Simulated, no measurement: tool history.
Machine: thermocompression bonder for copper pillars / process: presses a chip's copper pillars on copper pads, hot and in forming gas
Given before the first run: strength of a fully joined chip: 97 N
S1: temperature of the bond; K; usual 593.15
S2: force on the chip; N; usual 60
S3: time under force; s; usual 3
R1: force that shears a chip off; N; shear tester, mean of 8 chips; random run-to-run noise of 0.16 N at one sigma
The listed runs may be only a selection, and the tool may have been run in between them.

run,hour,S1,S2,S3,R1
1,0,593.15,60,3,72.5
2,14.2,593.15,60,3,72.5
3,20.8,593.15,60,3,72.6
4,27.5,593.15,60,3,72.7
5,41.9,593.15,60,3,72.3
6,53.6,593.15,60,3,72.5
7,67.4,593.15,60,3,72.4
# hour 70.2: force cell calibrated
8,82.9,593.15,48,3,60.9
9,92.6,593.15,48,3,60.9
# hour 97.6: force cell calibrated, once more
10,101.5,593.15,48,3,61.8
11,112.3,593.15,40,2,45.8
12,119.6,595.15,65,5,84
13,131.1,595.15,60,2,66.9
14,144.8,595.15,60,4,77.6
15,158.6,595.15,60,4,77.7
16,172.2,593.15,60,2,65.8
17,185.9,593.15,60,2,65.9
18,198.4,593.15,60,2,65.8
19,209.5,593.15,60,2,65.9
# hour 212.2: forming gas filter changed
20,216.4,565.15,44,2,40

4 options for the next run, each taken on its own from the tool as it stands now. Forecast them:
A,228.5,574.15,47,2,?
B,228.5,565.15,44,5,?
C,228.5,583.15,53,3,?
D,228.5,590.15,44,2,?

run,R1
A,46.9
B,55.2
C,63.9
D,50.5
With no hidden state in the tool, these same runs would have given:
run,R1
A,44.5
B,52.6
C,61.4
D,48.2
